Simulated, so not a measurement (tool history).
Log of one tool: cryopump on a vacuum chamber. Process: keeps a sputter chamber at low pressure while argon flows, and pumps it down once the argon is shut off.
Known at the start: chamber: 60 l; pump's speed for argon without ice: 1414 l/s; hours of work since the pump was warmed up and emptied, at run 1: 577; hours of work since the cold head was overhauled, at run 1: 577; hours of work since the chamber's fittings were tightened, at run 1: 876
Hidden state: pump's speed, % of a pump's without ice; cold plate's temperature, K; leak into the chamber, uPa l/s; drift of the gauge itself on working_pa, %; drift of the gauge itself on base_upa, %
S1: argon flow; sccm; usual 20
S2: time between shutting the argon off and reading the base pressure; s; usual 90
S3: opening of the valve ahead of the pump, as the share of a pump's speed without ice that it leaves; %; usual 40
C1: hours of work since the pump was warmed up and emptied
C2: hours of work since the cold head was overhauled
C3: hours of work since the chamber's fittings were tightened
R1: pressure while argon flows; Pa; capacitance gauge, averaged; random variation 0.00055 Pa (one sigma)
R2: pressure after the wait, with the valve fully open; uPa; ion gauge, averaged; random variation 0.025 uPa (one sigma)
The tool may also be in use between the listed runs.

{"run": 1, "hour": 0.0, "S1": 20, "S2": 90, "S3": 40, "C1": 577, "C2": 577, "C3": 876, "R1": 0.0672, "R2": 1.63}
{"run": 2, "hour": 33.0, "S1": 20, "S2": 90, "S3": 40, "C1": 605, "C2": 605, "C3": 904, "R1": 0.0672, "R2": 1.68}
{"run": 3, "hour": 70.8, "S1": 18, "S2": 90, "S3": 40, "C1": 638, "C2": 638, "C3": 936, "R1": 0.0602, "R2": 1.76}
{"run": 4, "hour": 121.3, "S1": 18, "S2": 90, "S3": 40, "C1": 681, "C2": 681, "C3": 980, "R1": 0.0616, "R2": 1.77}
{"run": 5, "hour": 147.9, "S1": 18, "S2": 90, "S3": 40, "C1": 704, "C2": 704, "C3": 1002, "R1": 0.0621, "R2": 1.79}
{"run": 6, "hour": 200.6, "S1": 18, "S2": 90, "S3": 40, "C1": 749, "C2": 749, "C3": 1047, "R1": 0.0625, "R2": 1.87}
{"run": 7, "hour": 250.0, "S1": 20, "S2": 246, "S3": 40, "C1": 791, "C2": 791, "C3": 1090, "R1": 0.0712, "R2": 1.47}
{"run": 8, "hour": 284.0, "S1": 20, "S2": 90, "S3": 40, "C1": 820, "C2": 820, "C3": 1119, "R1": 0.0713, "R2": 1.97}
{"hour": 321.2, "done": "pump warmed up, emptied and cooled again"}
{"run": 9, "hour": 341.7, "S1": 31, "S2": 90, "S3": 40, "C1": 18, "C2": 865, "C3": 1164, "R1": 0.0926, "R2": 1.64}
{"run": 10, "hour": 370.9, "S1": 31, "S2": 90, "S3": 40, "C1": 43, "C2": 890, "C3": 1189, "R1": 0.0946, "R2": 1.64}
{"run": 11, "hour": 421.6, "S1": 31, "S2": 90, "S3": 40, "C1": 86, "C2": 933, "C3": 1232, "R1": 0.0942, "R2": 1.68}
{"run": 12, "hour": 470.2, "S1": 31, "S2": 90, "S3": 40, "C1": 127, "C2": 975, "C3": 1274, "R1": 0.0953, "R2": 1.72}
{"run": 13, "hour": 509.7, "S1": 31, "S2": 90, "S3": 40, "C1": 161, "C2": 1009, "C3": 1308, "R1": 0.0954, "R2": 1.8}
{"run": 14, "hour": 536.5, "S1": 31, "S2": 90, "S3": 40, "C1": 184, "C2": 1032, "C3": 1330, "R1": 0.0961, "R2": 1.81}
{"run": 15, "hour": 566.9, "S1": 34, "S2": 90, "S3": 40, "C1": 210, "C2": 1058, "C3": 1356, "R1": 0.1054, "R2": 1.77}
{"run": 16, "hour": 602.5, "S1": 34, "S2": 90, "S3": 40, "C1": 241, "C2": 1088, "C3": 1387, "R1": 0.1062, "R2": 1.8}
{"run": 17, "hour": 652.9, "S1": 34, "S2": 90, "S3": 40, "C1": 284, "C2": 1131, "C3": 1430, "R1": 0.1074, "R2": 1.92}
{"run": 18, "hour": 691.6, "S1": 20, "S2": 108, "S3": 19, "C1": 317, "C2": 1164, "C3": 1463, "R1": 0.1297, "R2": 1.76}
{"run": 19, "hour": 741.1, "S1": 20, "S2": 108, "S3": 19, "C1": 359, "C2": 1207, "C3": 1505, "R1": 0.129, "R2": 1.86}
{"run": 20, "hour": 786.8, "S1": 11, "S2": 38, "S3": 33, "C1": 398, "C2": 1246, "C3": 1545, "R1": 0.0418, "R2": 3.12}
{"run": 21, "hour": 814.8, "S1": 20, "S2": 90, "S3": 60, "C1": 422, "C2": 1270, "C3": 1568, "R1": 0.0458, "R2": 1.98}
{"run": 22, "hour": 838.6, "S1": 20, "S2": 71, "S3": 53, "C1": 443, "C2": 1290, "C3": 1589, "R1": 0.0505, "R2": 2.28}
{"run": 23, "hour": 860.2, "S1": 37, "S2": 255, "S3": 26, "C1": 461, "C2": 1309, "C3": 1607, "R1": 0.1814, "R2": 1.56}
{"run": 24, "hour": 885.0, "S1": 18, "S2": 49, "S3": 32, "C1": 482, "C2": 1330, "C3": 1629, "R1": 0.0727, "R2": 2.71}
{"run": 25, "hour": 917.8, "S1": 17, "S2": 49, "S3": 17, "C1": 510, "C2": 1358, "C3": 1657, "R1": 0.1258, "R2": 2.79}
{"run": 26, "hour": 944.7, "S1": 23, "S2": 26, "S3": 41, "C1": 533, "C2": 1381, "C3": 1680, "R1": 0.0741, "R2": 4.02}
{"run": 27, "hour": 978.1, "S1": 23, "S2": 26, "S3": 41, "C1": 562, "C2": 1409, "C3": 1708, "R1": 0.076, "R2": 4.03}
{"run": 28, "hour": 1020.9, "S1": 12, "S2": 29, "S3": 33, "C1": 598, "C2": 1446, "C3": 1745, "R1": 0.0487, "R2": 3.88}
{"run": 29, "hour": 1056.3, "S1": 14, "S2": 117, "S3": 21, "C1": 629, "C2": 1476, "C3": 1775, "R1": 0.0855, "R2": 2.21}
{"run": 30, "hour": 1105.6, "S1": 14, "S2": 117, "S3": 21, "C1": 671, "C2": 1518, "C3": 1817, "R1": 0.0874, "R2": 2.23}
{"run": 31, "hour": 1152.9, "S1": 32, "S2": 44, "S3": 25, "C1": 711, "C2": 1559, "C3": 1858, "R1": 0.1702, "R2": 3.32}
{"run": 32, "hour": 1181.6, "S1": 32, "S2": 44, "S3": 25, "C1": 736, "C2": 1583, "C3": 1882, "R1": 0.1691, "R2": 3.29}
{"run": 33, "hour": 1219.5, "S1": 12, "S2": 288, "S3": 40, "C1": 768, "C2": 1616, "C3": 1915, "R1": 0.0426, "R2": 2.06}

Measured less the same run without the tool's hidden state. The same run-to-run variation is in both; the gauge's scatter may not be:
run=1 R1=+0.0071 R2=+0.66
run=2 R1=+0.0076 R2=+0.69
run=3 R1=+0.0073 R2=+0.75
run=4 R1=+0.008 R2=+0.79
run=5 R1=+0.0084 R2=+0.82
run=6 R1=+0.0091 R2=+0.88
run=7 R1=+0.011 R2=+0.96
run=8 R1=+0.0116 R2=+0.98
run=9 R1=+0.0005 R2=+0.64
run=10 R1=+0.001 R2=+0.66
run=11 R1=+0.0016 R2=+0.7
run=12 R1=+0.0023 R2=+0.74
run=13 R1=+0.0029 R2=+0.78
run=14 R1=+0.0033 R2=+0.81
run=15 R1=+0.0041 R2=+0.82
run=16 R1=+0.0048 R2=+0.85
run=17 R1=+0.0057 R2=+0.91
run=18 R1=+0.0037 R2=+0.94
run=19 R1=+0.0043 R2=+1.01
run=20 R1=+0.0027 R2=+1.06
run=21 R1=+0.0053 R2=+1.05
run=22 R1=+0.0056 R2=+1.09
run=23 R1=+0.0107 R2=+1.11
run=24 R1=+0.0055 R2=+1.13
run=25 R1=+0.0056 R2=+1.18
run=26 R1=+0.0079 R2=+1.21
run=27 R1=+0.0086 R2=+1.24
run=28 R1=+0.0049 R2=+1.32
run=29 R1=+0.0061 R2=+1.39
run=30 R1=+0.0066 R2=+1.43
run=31 R1=+0.0164 R2=+1.51
run=32 R1=+0.017 R2=+1.52
run=33 R1=+0.0068 R2=+1.61
